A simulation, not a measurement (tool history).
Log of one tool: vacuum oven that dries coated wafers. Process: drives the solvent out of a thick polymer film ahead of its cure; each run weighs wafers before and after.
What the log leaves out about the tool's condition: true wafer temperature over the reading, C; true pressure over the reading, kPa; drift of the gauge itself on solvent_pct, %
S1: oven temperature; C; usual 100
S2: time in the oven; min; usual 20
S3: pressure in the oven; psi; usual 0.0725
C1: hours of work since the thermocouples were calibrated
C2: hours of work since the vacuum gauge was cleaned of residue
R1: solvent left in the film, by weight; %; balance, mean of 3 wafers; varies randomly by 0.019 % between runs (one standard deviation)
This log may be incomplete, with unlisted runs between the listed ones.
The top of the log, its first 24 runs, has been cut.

run,hour,S1,S2,S3,C1,C2,R1
25,400.7,97,31,0.1497,782,658,0.75
26,422.4,97,31,0.1497,797,673,0.73
27,444.6,103,31,0.1497,812,689,0.5
28,464.9,89,11,0.0725,827,703,5.05
29,488.2,89,11,0.0725,843,719,5.06
30,503,89,11,0.0725,853,730,5.04
31,525.6,101,30,0.0487,869,745,0.32
32,551.4,114,24,0.1284,887,763,0.27
33,570.8,114,24,0.1284,900,777,0.26
34,587,100,16,0.288,912,788,1.87
35,609.8,100,32,0.0725,928,804,0.36
36,635.6,87,13,0.0956,946,822,4.89
37,652,87,19,0.0682,957,833,3.12
38,663.5,100,10,0.1649,965,841,3.1
39,685.4,100,10,0.1649,980,857,3.11
40,701.1,100,10,0.0683,991,868,2.88
41,713.8,107,13,0.0683,1000,876,0.93
42,736.2,107,13,0.0683,1016,892,0.89
43,757.6,111,10,0.1925,1030,907,1.25
44,768.7,111,10,0.1925,1038,915,1.28
45,792.5,111,10,0.1925,1055,931,1.27
46,815.5,97,29,0.0725,1071,947,0.54

Forecast each of these 3 alternatives for the next run:
A,832.2,97,13,0.2515,1082,959,?
B,832.2,90,17,0.0725,1082,959,?
C,832.2,100,16,0.0725,1082,959,?

run,R1
A,2.96
B,2.89
C,1.3
What these runs would have given with no unlogged condition in the tool:
run,R1
A,3.08
B,2.99
C,1.35
